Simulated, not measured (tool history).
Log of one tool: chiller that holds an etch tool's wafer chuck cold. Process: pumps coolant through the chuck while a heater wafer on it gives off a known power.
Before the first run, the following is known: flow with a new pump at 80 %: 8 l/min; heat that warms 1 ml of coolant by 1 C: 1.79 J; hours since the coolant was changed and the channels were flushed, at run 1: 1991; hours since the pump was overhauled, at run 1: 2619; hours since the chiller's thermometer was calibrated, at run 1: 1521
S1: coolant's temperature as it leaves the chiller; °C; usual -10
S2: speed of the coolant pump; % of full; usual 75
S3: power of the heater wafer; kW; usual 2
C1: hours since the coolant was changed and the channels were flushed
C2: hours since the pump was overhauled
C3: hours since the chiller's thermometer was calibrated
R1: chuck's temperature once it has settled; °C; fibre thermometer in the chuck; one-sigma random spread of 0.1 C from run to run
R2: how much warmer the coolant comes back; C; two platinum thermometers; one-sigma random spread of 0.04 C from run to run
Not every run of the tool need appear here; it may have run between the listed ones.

run   hour   S1  S2  S3    C1    C2    C3   R1    R2
  1      0  -10  75   2  1991  2619  1521    5  9.04
  2   36.5  -10  75   2  2028  2656  1558  4.9  8.93
  3   71.6  -10  75   2  2063  2691  1593  5.1  8.99
  4  122.4  -10  75   2  2113  2742  1644  5.1  9.01
  5  156.4  -10  75   2  2147  2776  1678  5.1  9.01
  6  192.4  -10  75   2  2183  2812  1714    5  9.08
  7  236.8  -10  75   2  2228  2856  1758    5  9.08
  8  298.2  -10  75   2  2289  2917  1820    5  9.08

Run 9 is up next; what results do you expect?
  9   339  -7  75  1.726  2330  2958  1860   ?   ?

Run 9 gave R1 5.9 °C, R2 7.86 C.
With no hidden state in the tool, this same run would have given R1 5.9 °C, R2 7.78 C.

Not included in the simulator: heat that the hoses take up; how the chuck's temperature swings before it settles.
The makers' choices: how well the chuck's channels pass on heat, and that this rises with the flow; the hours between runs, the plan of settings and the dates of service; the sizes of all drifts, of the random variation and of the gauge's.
